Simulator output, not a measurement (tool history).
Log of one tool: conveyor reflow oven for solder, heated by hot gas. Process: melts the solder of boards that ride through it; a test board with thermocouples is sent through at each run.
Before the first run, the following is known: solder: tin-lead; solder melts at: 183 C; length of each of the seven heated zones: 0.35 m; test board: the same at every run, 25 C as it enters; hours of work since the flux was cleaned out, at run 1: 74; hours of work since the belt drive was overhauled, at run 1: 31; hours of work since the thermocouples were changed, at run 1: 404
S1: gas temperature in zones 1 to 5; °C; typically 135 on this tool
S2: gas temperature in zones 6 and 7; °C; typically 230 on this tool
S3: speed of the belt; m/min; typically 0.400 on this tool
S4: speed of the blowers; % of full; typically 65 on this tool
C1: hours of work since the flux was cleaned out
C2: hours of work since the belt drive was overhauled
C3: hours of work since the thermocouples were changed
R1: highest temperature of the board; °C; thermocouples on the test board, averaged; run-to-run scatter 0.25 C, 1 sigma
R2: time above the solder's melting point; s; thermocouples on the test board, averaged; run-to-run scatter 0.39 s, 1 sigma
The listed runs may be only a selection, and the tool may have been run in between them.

{"run": 1, "hour": 0.0, "S1": 135, "S2": 230, "S3": 0.4, "S4": 65, "C1": 74, "C2": 31, "C3": 404, "R1": 212.2, "R2": 71.9}
{"run": 2, "hour": 22.9, "S1": 135, "S2": 230, "S3": 0.4, "S4": 65, "C1": 88, "C2": 44, "C3": 417, "R1": 211.9, "R2": 71.2}
{"run": 3, "hour": 42.8, "S1": 135, "S2": 230, "S3": 0.4, "S4": 65, "C1": 99, "C2": 55, "C3": 429, "R1": 211.7, "R2": 71.3}
{"run": 4, "hour": 64.8, "S1": 135, "S2": 230, "S3": 0.4, "S4": 65, "C1": 112, "C2": 68, "C3": 442, "R1": 211.9, "R2": 71.1}
{"run": 5, "hour": 97.7, "S1": 135, "S2": 230, "S3": 0.4, "S4": 65, "C1": 131, "C2": 87, "C3": 461, "R1": 212.4, "R2": 71.0}
{"run": 6, "hour": 129.5, "S1": 135, "S2": 230, "S3": 0.4, "S4": 65, "C1": 149, "C2": 106, "C3": 479, "R1": 212.1, "R2": 70.6}
{"hour": 136.1, "done": "belt drive overhauled, speed set with a stopwatch"}
{"run": 7, "hour": 168.8, "S1": 135, "S2": 230, "S3": 0.4, "S4": 65, "C1": 170, "C2": 19, "C3": 500, "R1": 211.4, "R2": 70.7}
{"hour": 212.2, "done": "belt drive overhauled, speed set with a stopwatch, once more"}
{"run": 8, "hour": 213.7, "S1": 124, "S2": 235, "S3": 0.4, "S4": 65, "C1": 194, "C2": 1, "C3": 523, "R1": 213.9, "R2": 68.0}
{"run": 9, "hour": 253.2, "S1": 135, "S2": 223, "S3": 0.348, "S4": 65, "C1": 216, "C2": 24, "C3": 546, "R1": 210.2, "R2": 79.8}
{"run": 10, "hour": 276.1, "S1": 135, "S2": 223, "S3": 0.348, "S4": 65, "C1": 230, "C2": 37, "C3": 559, "R1": 210.2, "R2": 79.7}
{"run": 11, "hour": 315.8, "S1": 135, "S2": 223, "S3": 0.348, "S4": 65, "C1": 253, "C2": 60, "C3": 582, "R1": 210.3, "R2": 79.3}
{"run": 12, "hour": 345.1, "S1": 135, "S2": 223, "S3": 0.348, "S4": 65, "C1": 270, "C2": 77, "C3": 599, "R1": 209.9, "R2": 80.1}
{"run": 13, "hour": 365.3, "S1": 135, "S2": 223, "S3": 0.348, "S4": 65, "C1": 281, "C2": 89, "C3": 611, "R1": 210.1, "R2": 80.3}
{"run": 14, "hour": 393.3, "S1": 128, "S2": 223, "S3": 0.348, "S4": 59, "C1": 297, "C2": 105, "C3": 627, "R1": 206.6, "R2": 69.6}

Alternative continuations, all from the tool just after run 14; predict every row:
{"run": "A", "hour": 422.4, "S1": 145, "S2": 223, "S3": 0.348, "S4": 66, "C1": 314, "C2": 122, "C3": 644, "R1": "?", "R2": "?"}
{"run": "B", "hour": 422.4, "S1": 135, "S2": 230, "S3": 0.4, "S4": 75, "C1": 314, "C2": 122, "C3": 644, "R1": "?", "R2": "?"}
{"run": "C", "hour": 422.4, "S1": 128, "S2": 242, "S3": 0.348, "S4": 59, "C1": 314, "C2": 122, "C3": 644, "R1": "?", "R2": "?"}
{"run": "D", "hour": 422.4, "S1": 137, "S2": 223, "S3": 0.36, "S4": 59, "C1": 314, "C2": 122, "C3": 644, "R1": "?", "R2": "?"}
{"run": "E", "hour": 422.4, "S1": 128, "S2": 228, "S3": 0.348, "S4": 84, "C1": 314, "C2": 122, "C3": 644, "R1": "?", "R2": "?"}

run=A R1=211.8 R2=88.0
run=B R1=214.3 R2=75.1
run=C R1=223.0 R2=92.7
run=D R1=207.3 R2=73.0
run=E R1=217.6 R2=89.4
Stripped of hidden state, with their random variation kept, the same runs would have yielded:
run=A R1=212.1 R2=89.0
run=B R1=215.2 R2=76.6
run=C R1=223.8 R2=93.5
run=D R1=207.8 R2=74.3
run=E R1=218.3 R2=90.8
